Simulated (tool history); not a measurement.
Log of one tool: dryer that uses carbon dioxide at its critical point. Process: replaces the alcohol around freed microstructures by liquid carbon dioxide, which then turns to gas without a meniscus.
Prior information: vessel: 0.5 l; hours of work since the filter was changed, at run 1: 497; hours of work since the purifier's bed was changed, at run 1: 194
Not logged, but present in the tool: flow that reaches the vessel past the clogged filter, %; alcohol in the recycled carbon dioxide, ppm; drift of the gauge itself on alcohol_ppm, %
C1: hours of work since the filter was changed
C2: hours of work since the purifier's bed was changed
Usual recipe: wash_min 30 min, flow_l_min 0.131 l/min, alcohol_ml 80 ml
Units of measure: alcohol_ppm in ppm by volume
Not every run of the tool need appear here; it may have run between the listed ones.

Run 1, hour 0.0: usual settings; C1 497; C2 194. Result: alcohol_ppm 209 ppm by volume.
Run 2, hour 19.4: usual settings but wash_min 44 min; C1 510; C2 207. Result: alcohol_ppm 31 ppm by volume.
Run 3, hour 29.9: usual settings but wash_min 44 min; C1 517; C2 214. Result: alcohol_ppm 35 ppm by volume.
Run 4, hour 44.4: usual settings but wash_min 44 min; C1 526; C2 224. Result: alcohol_ppm 24 ppm by volume.
Run 5, hour 58.2: usual settings but wash_min 44 min; C1 536; C2 233. Result: alcohol_ppm 27 ppm by volume.
Run 6, hour 67.1: usual settings but wash_min 44 min; C1 542; C2 239. Result: alcohol_ppm 28 ppm by volume.
Run 7, hour 84.8: usual settings but wash_min 44 min; C1 553; C2 251. Result: alcohol_ppm 33 ppm by volume.
At hour 100.1: inlet filter changed.
Run 8, hour 106.1: usual settings but wash_min 44 min; C1 4; C2 265. Result: alcohol_ppm 27 ppm by volume.
Run 9, hour 115.0: usual settings but wash_min 44 min; C1 10; C2 270. Result: alcohol_ppm 23 ppm by volume.
Run 10, hour 124.3: usual settings but wash_min 44 min; C1 16; C2 277. Result: alcohol_ppm 21 ppm by volume.
Run 11, hour 145.0: usual settings; C1 30; C2 291. Result: alcohol_ppm 140 ppm by volume.
Run 12, hour 164.0: usual settings; C1 43; C2 303. Result: alcohol_ppm 135 ppm by volume.
Run 13, hour 179.5: usual settings; C1 53; C2 314. Result: alcohol_ppm 144 ppm by volume.
Run 14, hour 190.4: usual settings but wash_min 46 min; C1 60; C2 321. Result: alcohol_ppm 29 ppm by volume.
Run 15, hour 210.9: usual settings but wash_min 46 min; C1 74; C2 335. Result: alcohol_ppm 31 ppm by volume.
Run 16, hour 220.5: usual settings but wash_min 34 min; C1 81; C2 341. Result: alcohol_ppm 74 ppm by volume.
Run 17, hour 232.0: usual settings but wash_min 34 min; C1 88; C2 349. Result: alcohol_ppm 66 ppm by volume.
Run 18, hour 244.7: usual settings but wash_min 34 min; C1 97; C2 357. Result: alcohol_ppm 74 ppm by volume.
Run 19, hour 261.0: usual settings but wash_min 34 min; C1 108; C2 368. Result: alcohol_ppm 76 ppm by volume.
Run 20, hour 269.4: usual settings but alcohol_ml 56 ml; C1 113; C2 374. Result: alcohol_ppm 135 ppm by volume.
Run 21, hour 280.6: usual settings but alcohol_ml 56 ml; C1 121; C2 381. Result: alcohol_ppm 127 ppm by volume.
Run 22, hour 300.0: usual settings but flow_l_min 0.220 l/min, alcohol_ml 64 ml; C1 134; C2 394. Result: alcohol_ppm 30 ppm by volume.
Run 23, hour 310.1: usual settings but wash_min 36 min, flow_l_min 0.191 l/min; C1 141; C2 401. Result: alcohol_ppm 33 ppm by volume.
Run 24, hour 328.8: usual settings but wash_min 36 min, flow_l_min 0.101 l/min, alcohol_ml 89 ml; C1 153; C2 414. Result: alcohol_ppm 296 ppm by volume.
Run 25, hour 339.4: usual settings but wash_min 36 min, flow_l_min 0.101 l/min, alcohol_ml 89 ml; C1 160; C2 421. Result: alcohol_ppm 282 ppm by volume.
Run 26, hour 350.4: usual settings but wash_min 22 min, flow_l_min 0.097 l/min, alcohol_ml 117 ml; C1 168; C2 428. Result: alcohol_ppm 5233 ppm by volume.
Run 27, hour 369.7: usual settings but flow_l_min 0.129 l/min; C1 181; C2 441. Result: alcohol_ppm 184 ppm by volume.
Run 28, hour 389.3: usual settings but flow_l_min 0.129 l/min; C1 194; C2 454. Result: alcohol_ppm 187 ppm by volume.
Run 29, hour 399.7: usual settings but flow_l_min 0.129 l/min, alcohol_ml 27 ml; C1 201; C2 461. Result: alcohol_ppm 84 ppm by volume.
Run 30, hour 413.8: usual settings but flow_l_min 0.127 l/min, alcohol_ml 69 ml; C1 210; C2 471. Result: alcohol_ppm 178 ppm by volume.
Run 31, hour 434.0: usual settings but wash_min 28 min, flow_l_min 0.088 l/min, alcohol_ml 39 ml; C1 224; C2 484. Result: alcohol_ppm 1036 ppm by volume.
Run 32, hour 447.6: usual settings but wash_min 28 min, flow_l_min 0.088 l/min, alcohol_ml 39 ml; C1 233; C2 493. Result: alcohol_ppm 1034 ppm by volume.
Run 33, hour 458.4: usual settings but alcohol_ml 36 ml; C1 240; C2 500. Result: alcohol_ppm 101 ppm by volume.
Run 34, hour 470.6: usual settings but alcohol_ml 36 ml; C1 248; C2 509. Result: alcohol_ppm 105 ppm by volume.
Run 35, hour 479.6: usual settings but wash_min 29 min, flow_l_min 0.169 l/min, alcohol_ml 73 ml; C1 254; C2 515. Result: alcohol_ppm 67 ppm by volume.
Run 36, hour 494.1: usual settings but wash_min 20 min, alcohol_ml 31 ml; C1 264; C2 524. Result: alcohol_ppm 642 ppm by volume.
Run 37, hour 509.0: usual settings but wash_min 20 min, flow_l_min 0.189 l/min, alcohol_ml 31 ml; C1 274; C2 534. Result: alcohol_ppm 101 ppm by volume.
Run 38, hour 518.4: usual settings but wash_min 20 min, flow_l_min 0.189 l/min, alcohol_ml 31 ml; C1 280; C2 541. Result: alcohol_ppm 118 ppm by volume.
Run 39, hour 533.9: usual settings but wash_min 44 min, flow_l_min 0.195 l/min, alcohol_ml 59 ml; C1 290; C2 551. Result: alcohol_ppm 42 ppm by volume.
Run 40, hour 551.7: usual settings but wash_min 27 min, flow_l_min 0.209 l/min; C1 302; C2 563. Result: alcohol_ppm 52 ppm by volume.
Run 41, hour 564.4: usual settings but wash_min 27 min, flow_l_min 0.209 l/min; C1 311; C2 571. Result: alcohol_ppm 40 ppm by volume.

Below are 4 alternative next runs, each starting from the tool's condition after run 41. Predict each:
Run A, hour 583.7: usual settings but wash_min 36 min, flow_l_min 0.099 l/min, alcohol_ml 114 ml; C1 324; C2 584. Result: alcohol_ppm ?.
Run B, hour 583.7: usual settings but wash_min 19 min, flow_l_min 0.182 l/min, alcohol_ml 89 ml; C1 324; C2 584. Result: alcohol_ppm ?.
Run C, hour 583.7: usual settings but wash_min 26 min, flow_l_min 0.209 l/min; C1 324; C2 584. Result: alcohol_ppm ?.
Run D, hour 583.7: usual settings but wash_min 41 min; C1 324; C2 584. Result: alcohol_ppm ?.

run  alcohol_ppm
  A          495
  B          466
  C           45
  D           49
Take away the tool's hidden state, keep each run's random variation, and the runs would have read:
run  alcohol_ppm
  A          326
  B          308
  C            8
  D           12
